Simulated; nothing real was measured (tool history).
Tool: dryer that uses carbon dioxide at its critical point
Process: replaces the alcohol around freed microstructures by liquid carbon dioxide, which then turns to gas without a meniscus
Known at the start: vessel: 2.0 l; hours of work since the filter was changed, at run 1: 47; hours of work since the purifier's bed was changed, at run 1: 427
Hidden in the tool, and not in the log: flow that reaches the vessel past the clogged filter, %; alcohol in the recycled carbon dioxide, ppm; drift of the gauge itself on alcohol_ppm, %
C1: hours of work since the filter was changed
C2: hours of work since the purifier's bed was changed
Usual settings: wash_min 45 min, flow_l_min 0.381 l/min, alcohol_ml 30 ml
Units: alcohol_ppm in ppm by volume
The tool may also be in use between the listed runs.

{"run": 1, "hour": 0.0, "wash_min": 45, "flow_l_min": 0.381, "alcohol_ml": 30, "C1": 47, "C2": 427, "alcohol_ppm": 146}
{"run": 2, "hour": 11.8, "wash_min": 45, "flow_l_min": 0.381, "alcohol_ml": 32, "C1": 54, "C2": 434, "alcohol_ppm": 148}
{"run": 3, "hour": 30.8, "wash_min": 45, "flow_l_min": 0.381, "alcohol_ml": 32, "C1": 65, "C2": 445, "alcohol_ppm": 156}
{"run": 4, "hour": 59.7, "wash_min": 45, "flow_l_min": 0.381, "alcohol_ml": 32, "C1": 82, "C2": 462, "alcohol_ppm": 170}
{"run": 5, "hour": 83.9, "wash_min": 45, "flow_l_min": 0.381, "alcohol_ml": 30, "C1": 96, "C2": 476, "alcohol_ppm": 170}
{"run": 6, "hour": 100.9, "wash_min": 45, "flow_l_min": 0.381, "alcohol_ml": 30, "C1": 106, "C2": 486, "alcohol_ppm": 172}
{"run": 7, "hour": 113.1, "wash_min": 45, "flow_l_min": 0.381, "alcohol_ml": 30, "C1": 113, "C2": 493, "alcohol_ppm": 182}
{"run": 8, "hour": 125.7, "wash_min": 45, "flow_l_min": 0.381, "alcohol_ml": 30, "C1": 121, "C2": 501, "alcohol_ppm": 169}
{"run": 9, "hour": 143.9, "wash_min": 45, "flow_l_min": 0.381, "alcohol_ml": 30, "C1": 131, "C2": 511, "alcohol_ppm": 178}
{"run": 10, "hour": 155.6, "wash_min": 45, "flow_l_min": 0.381, "alcohol_ml": 30, "C1": 138, "C2": 518, "alcohol_ppm": 180}
{"run": 11, "hour": 175.5, "wash_min": 36, "flow_l_min": 0.381, "alcohol_ml": 30, "C1": 150, "C2": 530, "alcohol_ppm": 257}
{"run": 12, "hour": 195.3, "wash_min": 36, "flow_l_min": 0.381, "alcohol_ml": 30, "C1": 161, "C2": 541, "alcohol_ppm": 259}
{"run": 13, "hour": 216.4, "wash_min": 36, "flow_l_min": 0.381, "alcohol_ml": 30, "C1": 174, "C2": 553, "alcohol_ppm": 269}
{"run": 14, "hour": 241.8, "wash_min": 41, "flow_l_min": 0.304, "alcohol_ml": 85, "C1": 188, "C2": 568, "alcohol_ppm": 665}
{"run": 15, "hour": 263.1, "wash_min": 35, "flow_l_min": 0.611, "alcohol_ml": 32, "C1": 201, "C2": 581, "alcohol_ppm": 181}
{"hour": 273.5, "done": "inlet filter changed"}
{"run": 16, "hour": 285.6, "wash_min": 35, "flow_l_min": 0.366, "alcohol_ml": 32, "C1": 7, "C2": 593, "alcohol_ppm": 299}
{"run": 17, "hour": 310.2, "wash_min": 35, "flow_l_min": 0.366, "alcohol_ml": 32, "C1": 21, "C2": 608, "alcohol_ppm": 303}
{"run": 18, "hour": 336.9, "wash_min": 35, "flow_l_min": 0.366, "alcohol_ml": 32, "C1": 37, "C2": 623, "alcohol_ppm": 316}
{"run": 19, "hour": 355.8, "wash_min": 57, "flow_l_min": 0.51, "alcohol_ml": 32, "C1": 48, "C2": 634, "alcohol_ppm": 185}
{"run": 20, "hour": 379.7, "wash_min": 51, "flow_l_min": 0.381, "alcohol_ml": 30, "C1": 62, "C2": 648, "alcohol_ppm": 206}
{"run": 21, "hour": 407.9, "wash_min": 47, "flow_l_min": 0.635, "alcohol_ml": 42, "C1": 78, "C2": 665, "alcohol_ppm": 197}
{"run": 22, "hour": 436.0, "wash_min": 43, "flow_l_min": 0.417, "alcohol_ml": 78, "C1": 95, "C2": 681, "alcohol_ppm": 239}
{"run": 23, "hour": 459.8, "wash_min": 43, "flow_l_min": 0.417, "alcohol_ml": 78, "C1": 109, "C2": 695, "alcohol_ppm": 260}
{"run": 24, "hour": 476.4, "wash_min": 29, "flow_l_min": 0.315, "alcohol_ml": 21, "C1": 118, "C2": 705, "alcohol_ppm": 574}
{"run": 25, "hour": 491.3, "wash_min": 48, "flow_l_min": 0.302, "alcohol_ml": 94, "C1": 127, "C2": 713, "alcohol_ppm": 446}

Hidden state or all else? Some run-to-run changes of alcohol_ppm, split into what the settings, what came in and random variation would give without the hidden state, and what is left for the hidden state (with any gauge scatter that isn't in both results):
Run 13 -> 14: wash_min 36 -> 41, flow_l_min 0.381 -> 0.304, alcohol_ml 30 -> 85. alcohol_ppm +396 ppm by volume: hidden state +108, all else +288.
Run 14 -> 15: wash_min 41 -> 35, flow_l_min 0.304 -> 0.611, alcohol_ml 85 -> 32. alcohol_ppm -484 ppm by volume: hidden state -124, all else -360.

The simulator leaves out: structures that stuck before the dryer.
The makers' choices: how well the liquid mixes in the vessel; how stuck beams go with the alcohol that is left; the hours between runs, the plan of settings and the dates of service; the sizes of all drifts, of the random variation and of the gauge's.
